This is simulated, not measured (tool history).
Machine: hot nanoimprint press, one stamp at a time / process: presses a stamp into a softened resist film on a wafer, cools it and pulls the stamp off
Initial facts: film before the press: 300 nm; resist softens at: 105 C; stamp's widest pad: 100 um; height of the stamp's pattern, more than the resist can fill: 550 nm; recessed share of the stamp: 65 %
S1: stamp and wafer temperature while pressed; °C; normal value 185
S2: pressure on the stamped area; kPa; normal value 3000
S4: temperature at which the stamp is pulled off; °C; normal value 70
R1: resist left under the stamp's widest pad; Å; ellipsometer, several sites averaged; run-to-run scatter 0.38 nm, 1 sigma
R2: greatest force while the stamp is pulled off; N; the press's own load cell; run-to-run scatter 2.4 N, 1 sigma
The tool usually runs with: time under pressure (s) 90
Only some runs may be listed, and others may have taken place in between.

{"run": 1, "hour": 0.0, "S1": 185, "S2": 3000, "time under pressure (s)": 90, "S4": 70, "R1": 1135, "R2": 232}
{"run": 2, "hour": 30.5, "S1": 185, "S2": 3000, "time under pressure (s)": 90, "S4": 70, "R1": 1134, "R2": 239}
{"run": 3, "hour": 50.2, "S1": 185, "S2": 3000, "time under pressure (s)": 90, "S4": 76, "R1": 1135, "R2": 218}
{"run": 4, "hour": 76.1, "S1": 185, "S2": 3000, "time under pressure (s)": 90, "S4": 76, "R1": 1144, "R2": 226}
{"run": 5, "hour": 105.1, "S1": 185, "S2": 3000, "time under pressure (s)": 90, "S4": 70, "R1": 1144, "R2": 251}
{"run": 6, "hour": 138.8, "S1": 185, "S2": 3000, "time under pressure (s)": 90, "S4": 70, "R1": 1144, "R2": 251}
{"run": 7, "hour": 154.6, "S1": 185, "S2": 3000, "time under pressure (s)": 90, "S4": 74, "R1": 1147, "R2": 247}
{"hour": 171.0, "done": "stamp cleaned and given a new release coat"}
{"run": 8, "hour": 183.7, "S1": 192, "S2": 3000, "time under pressure (s)": 90, "S4": 70, "R1": 836, "R2": 215}
{"run": 9, "hour": 203.0, "S1": 185, "S2": 3000, "time under pressure (s)": 90, "S4": 61, "R1": 1153, "R2": 246}
{"run": 10, "hour": 226.4, "S1": 185, "S2": 3000, "time under pressure (s)": 90, "S4": 61, "R1": 1160, "R2": 248}
{"run": 11, "hour": 252.6, "S1": 185, "S2": 3000, "time under pressure (s)": 90, "S4": 70, "R1": 1161, "R2": 229}
{"hour": 271.1, "done": "plate thermocouple calibrated"}
{"run": 12, "hour": 280.7, "S1": 185, "S2": 2180, "time under pressure (s)": 90, "S4": 70, "R1": 1266, "R2": 232}
{"run": 13, "hour": 311.4, "S1": 179, "S2": 2180, "time under pressure (s)": 90, "S4": 70, "R1": 1639, "R2": 235}
{"run": 14, "hour": 342.8, "S1": 179, "S2": 2180, "time under pressure (s)": 90, "S4": 70, "R1": 1645, "R2": 240}
{"run": 15, "hour": 372.7, "S1": 179, "S2": 2180, "time under pressure (s)": 90, "S4": 70, "R1": 1648, "R2": 244}
{"run": 16, "hour": 392.3, "S1": 179, "S2": 2180, "time under pressure (s)": 90, "S4": 70, "R1": 1648, "R2": 245}
{"run": 17, "hour": 417.1, "S1": 185, "S2": 2660, "time under pressure (s)": 90, "S4": 63, "R1": 1187, "R2": 274}
{"run": 18, "hour": 431.4, "S1": 185, "S2": 2660, "time under pressure (s)": 90, "S4": 63, "R1": 1187, "R2": 281}
{"run": 19, "hour": 455.6, "S1": 185, "S2": 3000, "time under pressure (s)": 49, "S4": 70, "R1": 1433, "R2": 259}
{"hour": 465.5, "done": "press's hydraulic seals changed and the load cell set to zero"}
{"hour": 476.4, "done": "stamp cleaned and given a new release coat"}
{"run": 20, "hour": 490.0, "S1": 185, "S2": 2920, "time under pressure (s)": 51, "S4": 70, "R1": 1391, "R2": 214}
{"run": 21, "hour": 504.9, "S1": 185, "S2": 4100, "time under pressure (s)": 90, "S4": 70, "R1": 946, "R2": 216}
{"run": 22, "hour": 533.8, "S1": 185, "S2": 4100, "time under pressure (s)": 90, "S4": 70, "R1": 955, "R2": 224}
{"run": 23, "hour": 565.9, "S1": 185, "S2": 4100, "time under pressure (s)": 90, "S4": 70, "R1": 952, "R2": 232}
{"run": 24, "hour": 599.3, "S1": 182, "S2": 4250, "time under pressure (s)": 90, "S4": 70, "R1": 1082, "R2": 233}
{"run": 25, "hour": 620.9, "S1": 182, "S2": 4250, "time under pressure (s)": 90, "S4": 70, "R1": 1087, "R2": 236}
{"run": 26, "hour": 651.3, "S1": 182, "S2": 4250, "time under pressure (s)": 90, "S4": 70, "R1": 1092, "R2": 239}
{"run": 27, "hour": 673.1, "S1": 193, "S2": 3000, "time under pressure (s)": 90, "S4": 67, "R1": 782, "R2": 249}
{"run": 28, "hour": 694.5, "S1": 185, "S2": 2490, "time under pressure (s)": 90, "S4": 70, "R1": 1221, "R2": 252}

Forecast each of these 5 alternatives for the next run:
{"run": "A", "hour": 717.0, "S1": 185, "S2": 2490, "time under pressure (s)": 127, "S4": 74, "R1": "?", "R2": "?"}
{"run": "B", "hour": 717.0, "S1": 186, "S2": 2490, "time under pressure (s)": 76, "S4": 70, "R1": "?", "R2": "?"}
{"run": "C", "hour": 717.0, "S1": 185, "S2": 2990, "time under pressure (s)": 63, "S4": 62, "R1": "?", "R2": "?"}
{"run": "D", "hour": 717.0, "S1": 185, "S2": 3000, "time under pressure (s)": 73, "S4": 70, "R1": "?", "R2": "?"}
{"run": "E", "hour": 717.0, "S1": 184, "S2": 2490, "time under pressure (s)": 90, "S4": 70, "R1": "?", "R2": "?"}

run=A R1=1055 R2=239
run=B R1=1251 R2=251
run=C R1=1296 R2=278
run=D R1=1226 R2=251
run=E R1=1277 R2=255
Had the tool no hidden state, the same runs would have come out as:
run=A R1=1022 R2=202
run=B R1=1215 R2=212
run=C R1=1258 R2=236
run=D R1=1190 R2=213
run=E R1=1239 R2=216
